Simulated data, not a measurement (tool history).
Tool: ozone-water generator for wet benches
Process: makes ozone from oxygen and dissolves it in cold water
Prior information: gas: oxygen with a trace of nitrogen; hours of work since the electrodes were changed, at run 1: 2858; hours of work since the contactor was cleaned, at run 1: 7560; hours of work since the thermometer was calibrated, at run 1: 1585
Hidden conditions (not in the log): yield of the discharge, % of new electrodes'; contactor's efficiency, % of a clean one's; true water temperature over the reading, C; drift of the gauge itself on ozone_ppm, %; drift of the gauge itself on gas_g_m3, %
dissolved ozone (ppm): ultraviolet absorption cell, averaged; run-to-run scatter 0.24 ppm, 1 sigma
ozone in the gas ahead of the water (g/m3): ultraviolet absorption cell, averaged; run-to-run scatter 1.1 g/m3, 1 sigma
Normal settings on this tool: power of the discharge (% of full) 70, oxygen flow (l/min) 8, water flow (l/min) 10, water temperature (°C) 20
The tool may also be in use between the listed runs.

run	hour	power of the discharge (% of full)	oxygen flow (l/min)	water flow (l/min)	water temperature (°C)	hours of work since the electrodes were changed	hours of work since the contactor was cleaned	hours of work since the thermometer was calibrated	dissolved ozone (ppm)	ozone in the gas ahead of the water (g/m3)
1	0	70	8	10	20	2858	7560	1585	32.3	181.5
2	185.8	70	8	10	20	2993	7696	1721	32.1	181.2
3	374.6	70	8	10	20	3131	7833	1858	31.9	179.7
4	493.9	70	12.21	10	20	3218	7920	1945	30.2	156.9
5	669.1	70	12.21	10	20	3346	8048	2073	30.3	155.7
6	834.8	70	12.21	10	16	3467	8169	2194	33.8	153.3
7	975.4	47	8	10	20	3569	8271	2297	24.9	141.3
8	1191.5	47	8	10	20	3727	8429	2454	24.7	140
9	1335.6	47	4.09	10	20	3832	8534	2559	24.5	177.9
10	1529.9	70	8	8	20	3974	8676	2701	34.6	175.3
11	1744.9	70	8	8	20	4130	8832	2858	34.7	176.3
12	1858.5	70	8	10	15	4213	8915	2941	34.6	176.1
13	2031.1	49	8	16	20	4339	9041	3066	18.4	142.1
# hour 2069.1: contactor cleaned
14	2259.6	70	8	8	19	4503	139	3230	35.6	174.1
15	2358.7	62	8.82	8	19	4575	211	3302	32.3	156.6

Measured minus without-hidden-state, run by run (identical run-to-run variation in each term; gauge scatter may differ):
run	dissolved ozone (ppm)	ozone in the gas ahead of the water (g/m3)
1	-3.3	-13.3
2	-3.4	-14.1
3	-3.5	-14.7
4	-3.4	-13
5	-3.6	-13.5
6	-4.1	-13.9
7	-2.4	-9.7
8	-2.6	-10.1
9	-2.6	-13.3
10	-4.7	-18.4
11	-4.8	-19.4
12	-5.1	-19.8
13	-2.4	-12.7
14	-4.7	-21.1
15	-4.2	-17.6

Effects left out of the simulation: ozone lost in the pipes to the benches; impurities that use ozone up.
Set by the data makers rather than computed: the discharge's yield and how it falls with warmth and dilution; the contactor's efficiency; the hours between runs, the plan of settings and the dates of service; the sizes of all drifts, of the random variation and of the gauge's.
